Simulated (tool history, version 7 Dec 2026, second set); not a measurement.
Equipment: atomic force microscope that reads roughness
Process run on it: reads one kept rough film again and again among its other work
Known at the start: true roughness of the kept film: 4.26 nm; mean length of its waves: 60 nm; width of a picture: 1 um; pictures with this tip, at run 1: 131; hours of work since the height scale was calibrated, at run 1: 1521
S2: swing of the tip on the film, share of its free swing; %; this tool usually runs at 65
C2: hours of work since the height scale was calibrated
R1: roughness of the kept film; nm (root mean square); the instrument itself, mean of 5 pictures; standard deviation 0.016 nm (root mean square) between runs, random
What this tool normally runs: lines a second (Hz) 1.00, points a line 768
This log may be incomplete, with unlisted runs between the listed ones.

{"run": 1, "hour": 0.0, "lines a second (Hz)": 1.0, "S2": 65, "points a line": 768, "pictures with this tip": 131, "C2": 1521, "R1": 3.605}
{"hour": 41.1, "done": "new tip fitted"}
{"run": 2, "hour": 42.5, "lines a second (Hz)": 1.0, "S2": 65, "points a line": 768, "pictures with this tip": 1, "C2": 1542, "R1": 3.906}
{"run": 3, "hour": 87.0, "lines a second (Hz)": 1.0, "S2": 65, "points a line": 768, "pictures with this tip": 58, "C2": 1566, "R1": 3.753}
{"run": 4, "hour": 138.6, "lines a second (Hz)": 1.0, "S2": 65, "points a line": 768, "pictures with this tip": 124, "C2": 1593, "R1": 3.616}
{"hour": 184.8, "done": "new tip fitted"}
{"run": 5, "hour": 211.2, "lines a second (Hz)": 1.0, "S2": 65, "points a line": 768, "pictures with this tip": 33, "C2": 1630, "R1": 3.787}
{"run": 6, "hour": 248.3, "lines a second (Hz)": 1.0, "S2": 65, "points a line": 768, "pictures with this tip": 80, "C2": 1649, "R1": 3.684}
{"run": 7, "hour": 322.2, "lines a second (Hz)": 1.0, "S2": 65, "points a line": 768, "pictures with this tip": 174, "C2": 1688, "R1": 3.467}
{"hour": 326.8, "done": "new tip fitted"}
{"run": 8, "hour": 361.3, "lines a second (Hz)": 1.83, "S2": 79, "points a line": 313, "pictures with this tip": 43, "C2": 1708, "R1": 3.356}
{"run": 9, "hour": 398.6, "lines a second (Hz)": 1.0, "S2": 65, "points a line": 692, "pictures with this tip": 91, "C2": 1727, "R1": 3.694}
{"run": 10, "hour": 457.6, "lines a second (Hz)": 1.21, "S2": 81, "points a line": 768, "pictures with this tip": 166, "C2": 1758, "R1": 3.274}
{"hour": 470.1, "done": "new tip fitted"}
{"run": 11, "hour": 529.0, "lines a second (Hz)": 1.11, "S2": 81, "points a line": 887, "pictures with this tip": 75, "C2": 1795, "R1": 3.48}
{"run": 12, "hour": 580.3, "lines a second (Hz)": 0.88, "S2": 65, "points a line": 768, "pictures with this tip": 140, "C2": 1821, "R1": 3.604}
{"hour": 616.6, "done": "new tip fitted"}
{"run": 13, "hour": 630.6, "lines a second (Hz)": 0.88, "S2": 65, "points a line": 768, "pictures with this tip": 18, "C2": 1847, "R1": 3.881}

Had the tool no unlogged condition, and each run kept its random variation, what would the results have been?
The hidden state here: radius of the tip, nm; height scale over the true one, %; drift of the gauge itself on roughness_nm, %.
run=1 R1=3.889
run=2 R1=3.886
run=3 R1=3.882
run=4 R1=3.894
run=5 R1=3.867
run=6 R1=3.875
run=7 R1=3.860
run=8 R1=3.443
run=9 R1=3.888
run=10 R1=3.596
run=11 R1=3.640
run=12 R1=3.916
run=13 R1=3.892
